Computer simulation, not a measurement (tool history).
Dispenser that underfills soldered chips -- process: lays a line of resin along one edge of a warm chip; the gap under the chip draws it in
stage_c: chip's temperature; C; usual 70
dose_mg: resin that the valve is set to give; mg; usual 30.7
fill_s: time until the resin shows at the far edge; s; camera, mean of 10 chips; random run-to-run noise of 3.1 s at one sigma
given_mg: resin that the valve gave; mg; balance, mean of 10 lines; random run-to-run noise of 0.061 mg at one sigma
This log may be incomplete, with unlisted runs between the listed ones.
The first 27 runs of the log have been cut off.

At hour 164.1: new syringe of resin.
Run 28, hour 165.0: usual settings but stage_c 60 C, dose_mg 35.2 mg. Result: fill_s 432.5 s, given_mg 34.74 mg.
Run 29, hour 169.6: usual settings but stage_c 60 C, dose_mg 35.2 mg. Result: fill_s 486.3 s, given_mg 34.64 mg.
Run 30, hour 176.5: usual settings but stage_c 58 C, dose_mg 27.3 mg. Result: fill_s 618.6 s, given_mg 26.97 mg.
At hour 179.4: new syringe of resin.
Run 31, hour 183.7: usual settings but stage_c 58 C, dose_mg 35.0 mg. Result: fill_s 508.9 s, given_mg 34.46 mg.
Run 32, hour 190.5: usual settings but stage_c 82 C, dose_mg 35.0 mg. Result: fill_s 287.8 s, given_mg 34.27 mg.
Run 33, hour 194.0: usual settings but stage_c 82 C, dose_mg 35.0 mg. Result: fill_s 314.9 s, given_mg 34.38 mg.
At hour 194.9: new syringe of resin.
Run 34, hour 200.3: usual settings but stage_c 82 C, dose_mg 35.0 mg. Result: fill_s 251.8 s, given_mg 34.22 mg.
Run 35, hour 205.8: usual settings but stage_c 66 C, dose_mg 31.3 mg. Result: fill_s 458.3 s, given_mg 30.54 mg.
At hour 210.3: new syringe of resin.
Run 36, hour 210.9: usual settings but stage_c 66 C, dose_mg 31.3 mg. Result: fill_s 366.3 s, given_mg 30.47 mg.
Run 37, hour 216.4: usual settings but stage_c 62 C, dose_mg 26.5 mg. Result: fill_s 493.6 s, given_mg 25.71 mg.

Forecast each of these 3 alternatives for the next run:
Run A, hour 221.1: usual settings but stage_c 57 C, dose_mg 27.4 mg. Result: fill_s ?, given_mg ?.
Run B, hour 221.1: usual settings but stage_c 55 C, dose_mg 37.0 mg. Result: fill_s ?, given_mg ?.
Run C, hour 221.1: usual settings but stage_c 63 C, dose_mg 39.0 mg. Result: fill_s ?, given_mg ?.

run  fill_s  given_mg
  A   643.3     26.61
  B   655.5     35.89
  C   510.9     37.89
What these runs would have given with no unlogged condition in the tool:
run  fill_s  given_mg
  A   481.2     27.43
  B   492.7     37.00
  C   384.7     39.06
